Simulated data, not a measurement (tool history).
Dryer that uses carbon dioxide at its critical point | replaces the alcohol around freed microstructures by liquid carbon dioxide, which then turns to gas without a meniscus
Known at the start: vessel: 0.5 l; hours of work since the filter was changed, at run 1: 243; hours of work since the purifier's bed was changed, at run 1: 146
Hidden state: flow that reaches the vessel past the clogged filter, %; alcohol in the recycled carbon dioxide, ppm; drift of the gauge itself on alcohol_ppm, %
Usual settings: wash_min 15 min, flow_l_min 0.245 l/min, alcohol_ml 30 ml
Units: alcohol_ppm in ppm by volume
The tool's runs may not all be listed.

run	hour	wash_min	flow_l_min	alcohol_ml	hours of work since the filter was changed	hours of work since the purifier's bed was changed	alcohol_ppm
1	0.0	15	0.245	30	243	146	163
2	5.2	15	0.245	30	246	149	157
3	10.6	15	0.245	30	248	151	179
4	22.6	15	0.245	30	253	156	173
5	30.7	15	0.245	30	256	159	172
6	39.0	15	0.245	30	260	163	176
7	44.8	15	0.245	30	262	165	171
8	50.5	15	0.245	67	265	168	359
9	62.2	15	0.245	67	270	173	362
10	67.7	15	0.245	67	272	175	357
11	73.6	15	0.245	67	274	177	371
12	80.3	15	0.230	67	277	180	532
13	92.6	15	0.273	30	282	185	104
14	103.9	15	0.273	30	287	190	105
15	110.9	18	0.259	61	290	193	87
16	119.4	18	0.259	61	294	197	92
17	130.2	16	0.189	60	298	201	1005
18	140.7	21	0.170	60	303	206	433
19	152.0	21	0.170	60	307	210	476

Measured less the same run without the tool's hidden state. The same run-to-run variation is in both; the gauge's scatter may not be:
run	alcohol_ppm
1	+84
2	+84
3	+88
4	+90
5	+90
6	+89
7	+93
8	+185
9	+187
10	+192
11	+193
12	+268
13	+64
14	+63
15	+62
16	+60
17	+475
18	+241
19	+260

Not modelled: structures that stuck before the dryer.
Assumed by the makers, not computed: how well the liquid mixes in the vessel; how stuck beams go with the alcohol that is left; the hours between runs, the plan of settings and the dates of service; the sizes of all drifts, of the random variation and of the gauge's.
